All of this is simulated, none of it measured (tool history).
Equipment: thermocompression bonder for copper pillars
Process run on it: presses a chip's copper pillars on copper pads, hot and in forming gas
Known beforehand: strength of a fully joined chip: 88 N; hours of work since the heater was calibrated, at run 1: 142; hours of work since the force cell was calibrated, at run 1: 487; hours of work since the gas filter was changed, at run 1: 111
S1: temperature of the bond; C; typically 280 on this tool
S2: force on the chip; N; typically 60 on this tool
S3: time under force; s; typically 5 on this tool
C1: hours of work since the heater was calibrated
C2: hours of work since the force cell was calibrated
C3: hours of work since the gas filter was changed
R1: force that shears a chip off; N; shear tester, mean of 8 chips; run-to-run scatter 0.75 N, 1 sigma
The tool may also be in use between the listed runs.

run   hour   S1  S2  S3   C1   C2   C3    R1
  1    0.0  280  60   5  142  487  111  61.7
  2    9.2  280  60   5  147  493  117  59.9
  3   20.1  258  60   5  154  499  123  52.0
  4   31.9  258  60   5  161  506  130  52.3
  5   47.8  258  60   5  170  516  140  52.6
  6   56.9  258  60   5  176  521  145  52.5
  7   72.0  258  60   5  185  530  154  50.4
      75.7  -- forming gas filter changed
  8   88.5  258  60   5  194  540    8  51.9
  9   99.0  280  60   5  201  546   14  61.5
 10  113.1  280  60  12  209  554   22  74.5
 11  122.1  280  60  11  214  560   28  71.8
 12  133.6  280  60  11  221  567   35  71.5
 13  148.7  280  60  11  230  576   44  73.7
 14  165.8  305  60   5  240  586   54  70.4
 15  179.2  305  60   5  248  594   62  68.6
 16  189.0  305  60   5  254  600   68  69.9
 17  203.8  280  60   5  263  608   77  61.2
 18  219.2  280  60   5  272  618   86  61.4
 19  231.3  280  60   5  280  625   93  61.6
 20  248.3  280  60   5  290  635  103  59.9
 21  265.1  252  60   6  300  645  113  52.3
 22  281.9  252  60   6  310  655  123  53.1
 23  299.2  252  47   8  320  666  134  51.8
 24  311.2  252  47   8  327  673  141  52.3
 25  324.5  264  82   8  335  681  149  67.7
     337.5  -- forming gas filter changed
 26  341.9  310  60  10  345  691    3  80.7
 27  351.4  306  38   5  351  696    8  61.3
 28  360.9  306  38   5  357  702   14  61.9
 29  369.5  306  38   5  362  707   19  61.0
 30  380.7  280  60   8  368  714   26  69.0
 31  392.7  280  86  14  376  721   33  80.2
 32  410.7  301  39   3  386  732   44  52.1
 33  418.9  290  60   3  391  737   49  56.7
 34  426.6  289  78   6  396  741   53  71.6
 35  437.1  252  40  14  402  748   60  56.9
 36  445.2  280  81  12  407  752   64  79.7
 37  462.0  279  60   5  417  762   74  60.0
 38  472.9  279  60   5  424  769   81  59.9
 39  490.3  279  60   5  434  779   91  60.5

What differs in the tool's unlogged condition from the final listed run ahead of each entry between runs to the first listed run following it?
From run 7 to run 8: forming gas filter changed (hour 75.7)
  oxide that the forming gas leaves, % of the face: 1.26 -> 0.54
From run 25 to run 26: forming gas filter changed (hour 337.5)
  oxide that the forming gas leaves, % of the face: 1.26 -> 0.52
